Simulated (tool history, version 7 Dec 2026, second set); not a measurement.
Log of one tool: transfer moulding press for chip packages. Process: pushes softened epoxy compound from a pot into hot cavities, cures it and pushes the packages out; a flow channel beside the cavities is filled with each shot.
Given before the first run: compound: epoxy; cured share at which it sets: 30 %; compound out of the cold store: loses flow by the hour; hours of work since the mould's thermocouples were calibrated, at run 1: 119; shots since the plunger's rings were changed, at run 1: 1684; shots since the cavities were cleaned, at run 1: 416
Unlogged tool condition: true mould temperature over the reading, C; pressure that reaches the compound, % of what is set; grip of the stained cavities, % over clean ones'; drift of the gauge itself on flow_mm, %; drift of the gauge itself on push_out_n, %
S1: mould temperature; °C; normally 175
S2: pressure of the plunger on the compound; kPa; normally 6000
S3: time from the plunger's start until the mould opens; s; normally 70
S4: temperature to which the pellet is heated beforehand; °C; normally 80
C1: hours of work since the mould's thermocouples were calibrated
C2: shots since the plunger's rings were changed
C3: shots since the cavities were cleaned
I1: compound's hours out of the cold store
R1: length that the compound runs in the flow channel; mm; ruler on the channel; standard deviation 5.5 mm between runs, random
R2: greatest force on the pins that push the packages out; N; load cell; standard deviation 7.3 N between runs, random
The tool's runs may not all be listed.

| run | day | S1 | S2 | S3 | S4 | C1 | C2 | C3 | I1 | R1 | R2 |
|---|---|---|---|---|---|---|---|---|---|---|---|
| 1 | 0.000 | 175 | 6000 | 70 | 80 | 119 | 1684 | 416 | 13.7 | 586 | 484 |
| 2 | 0.279 | 175 | 6000 | 70 | 80 | 124 | 1794 | 526 | 33.4 | 558 | 504 |
|  | 0.854 | cavities cleaned with cleaning compound and waxed |
| 3 | 0.862 | 175 | 6000 | 70 | 80 | 134 | 2000 | 3 | 22.6 | 580 | 310 |
| 4 | 1.388 | 175 | 6000 | 70 | 80 | 143 | 2207 | 210 | 18.4 | 579 | 408 |
| 5 | 1.754 | 175 | 6000 | 70 | 74 | 150 | 2353 | 356 | 22.1 | 563 | 461 |
| 6 | 2.171 | 175 | 6000 | 70 | 80 | 158 | 2517 | 520 | 41.2 | 545 | 507 |
| 7 | 2.412 | 180 | 6000 | 70 | 80 | 163 | 2612 | 615 | 37.2 | 536 | 448 |
|  | 2.775 | cavities cleaned with cleaning compound and waxed |
| 8 | 2.879 | 175 | 6000 | 50 | 80 | 170 | 2771 | 41 | 33.8 | 546 | 689 |
| 9 | 3.446 | 175 | 4760 | 50 | 80 | 181 | 2995 | 265 | 26.1 | 504 | 879 |
| 10 | 3.767 | 175 | 4760 | 50 | 80 | 187 | 3123 | 393 | 21.4 | 503 | 972 |
| 11 | 4.221 | 175 | 4760 | 50 | 80 | 195 | 3302 | 572 | 26.4 | 499 | 1086 |
|  | 4.692 | cavities cleaned with cleaning compound and waxed |
| 12 | 4.783 | 175 | 4760 | 50 | 80 | 204 | 3500 | 36 | 43.6 | 473 | 628 |
| 13 | 5.154 | 173 | 6000 | 70 | 80 | 211 | 3646 | 182 | 44.9 | 545 | 416 |
| 14 | 5.383 | 173 | 6000 | 70 | 80 | 215 | 3738 | 274 | 8.8 | 578 | 452 |
| 15 | 5.904 | 171 | 6590 | 69 | 88 | 225 | 3943 | 479 | 29.2 | 585 | 600 |
| 16 | 6.208 | 171 | 6590 | 69 | 88 | 231 | 4062 | 598 | 20.8 | 593 | 641 |
|  | 6.588 | cavities cleaned with cleaning compound and waxed |
| 17 | 6.725 | 171 | 6590 | 69 | 88 | 239 | 4242 | 53 | 45.8 | 560 | 385 |
| 18 | 7.254 | 175 | 5990 | 51 | 88 | 249 | 4451 | 262 | 20.3 | 555 | 799 |
| 19 | 7.796 | 175 | 5990 | 51 | 88 | 259 | 4665 | 476 | 22.4 | 544 | 946 |
| 20 | 8.333 | 173 | 6570 | 51 | 88 | 269 | 4877 | 688 | 13.5 | 584 | 1186 |
|  | 8.521 | cavities cleaned with cleaning compound and waxed |
| 21 | 8.954 | 175 | 7090 | 54 | 80 | 279 | 5098 | 171 | 12.7 | 595 | 669 |
| 22 | 9.325 | 173 | 7090 | 75 | 80 | 286 | 5245 | 318 | 14.9 | 608 | 443 |
| 23 | 9.879 | 173 | 7090 | 75 | 80 | 297 | 5464 | 537 | 47.2 | 558 | 492 |
| 24 | 10.183 | 181 | 6000 | 70 | 90 | 302 | 5585 | 658 | 15.0 | 540 | 474 |
|  | 10.454 | cavities cleaned with cleaning compound and waxed |
| 25 | 10.733 | 181 | 6000 | 78 | 82 | 311 | 5776 | 110 | 11.1 | 540 | 312 |
| 26 | 11.150 | 181 | 6000 | 78 | 82 | 319 | 5942 | 276 | 11.6 | 533 | 378 |
|  | 11.600 | plunger's sealing rings changed |
| 27 | 11.642 | 174 | 7300 | 63 | 88 | 326 | 17 | 429 | 20.6 | 668 | 579 |
| 28 | 11.921 | 176 | 7300 | 63 | 87 | 331 | 127 | 539 | 25.9 | 644 | 559 |

3 options for the next run, each taken on its own from the tool as it stands now. Forecast them:
| A | 12.262 | 176 | 6110 | 73 | 87 | 338 | 262 | 674 | 15.3 | ? | ? |
| B | 12.262 | 175 | 7500 | 70 | 80 | 338 | 262 | 674 | 9.8 | ? | ? |
| C | 12.262 | 176 | 4640 | 63 | 87 | 338 | 262 | 674 | 32.8 | ? | ? |

| run | R1 | R2 |
|---|---|---|
| A | 604 | 493 |
| B | 672 | 541 |
| C | 509 | 611 |
With no hidden state in the tool, these same runs would have given:
| run | R1 | R2 |
|---|---|---|
| A | 609 | 279 |
| B | 677 | 314 |
| C | 513 | 350 |
